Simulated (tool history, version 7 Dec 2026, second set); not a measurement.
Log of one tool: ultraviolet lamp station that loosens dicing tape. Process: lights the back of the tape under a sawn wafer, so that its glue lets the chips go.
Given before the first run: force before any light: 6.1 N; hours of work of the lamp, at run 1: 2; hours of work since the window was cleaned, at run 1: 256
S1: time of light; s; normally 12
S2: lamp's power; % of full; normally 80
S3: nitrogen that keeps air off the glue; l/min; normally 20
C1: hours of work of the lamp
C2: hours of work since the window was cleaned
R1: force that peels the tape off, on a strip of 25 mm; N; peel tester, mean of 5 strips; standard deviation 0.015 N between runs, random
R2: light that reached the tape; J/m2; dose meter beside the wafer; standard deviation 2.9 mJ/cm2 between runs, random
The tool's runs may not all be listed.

Run 1, hour 0: usual settings; C1 2; C2 256. Result: R1 0.874 N, R2 3590 J/m2.
Run 2, hour 26.4: usual settings; C1 13; C2 267. Result: R1 0.861 N, R2 3580 J/m2.
Run 3, hour 38.2: usual settings; C1 18; C2 272. Result: R1 0.863 N, R2 3610 J/m2.
Run 4, hour 62.6: usual settings; C1 28; C2 282. Result: R1 0.896 N, R2 3550 J/m2.
Run 5, hour 77.4: usual settings; C1 34; C2 288. Result: R1 0.949 N, R2 3550 J/m2.
Run 6, hour 104.4: usual settings; C1 45; C2 299. Result: R1 0.939 N, R2 3520 J/m2.
Run 7, hour 119.2: usual settings but S2 77 % of full; C1 51; C2 305. Result: R1 1.018 N, R2 3400 J/m2.
Run 8, hour 136.8: usual settings but S2 77 % of full; C1 58; C2 312. Result: R1 0.995 N, R2 3400 J/m2.
Run 9, hour 154.8: usual settings but S2 77 % of full; C1 65; C2 319. Result: R1 0.987 N, R2 3360 J/m2.
Run 10, hour 170.6: usual settings but S2 77 % of full; C1 71; C2 326. Result: R1 0.986 N, R2 3280 J/m2.
Run 11, hour 184.4: usual settings but S1 10 s; C1 77; C2 331. Result: R1 1.296 N, R2 2840 J/m2.
Run 12, hour 199.7: usual settings but S1 10 s; C1 83; C2 337. Result: R1 1.295 N, R2 2860 J/m2.
Run 13, hour 224.3: usual settings but S1 10 s; C1 93; C2 347. Result: R1 1.282 N, R2 2830 J/m2.
Run 14, hour 239.6: usual settings; C1 99; C2 353. Result: R1 0.971 N, R2 3380 J/m2.
Run 15, hour 258.7: usual settings but S1 10 s; C1 107; C2 361. Result: R1 1.267 N, R2 2820 J/m2.
At hour 274.5: window cleaned of glue's vapour.
Run 16, hour 277.7: usual settings but S1 6 s, S2 68 % of full, S3 26 l/min; C1 115; C2 1. Result: R1 2.163 N, R2 1680 J/m2.
Run 17, hour 294: usual settings but S1 9 s, S2 64 % of full, S3 11 l/min; C1 121; C2 8. Result: R1 2.093 N, R2 2350 J/m2.
Run 18, hour 316.7: usual settings but S1 7 s, S2 96 % of full, S3 7 l/min; C1 130; C2 17. Result: R1 2.035 N, R2 2750 J/m2.

Run 19 is up next; what results do you expect?
Run 19, hour 336.1: usual settings but S1 7 s, S2 96 % of full, S3 7 l/min; C1 138; C2 25. Result: R1 ?, R2 ?.

{"run 19": {"R1": 2.074, "R2": 2780}}
Minus the tool's unlogged condition, the same run would have read R1 1.946 N, R2 2940 J/m2.
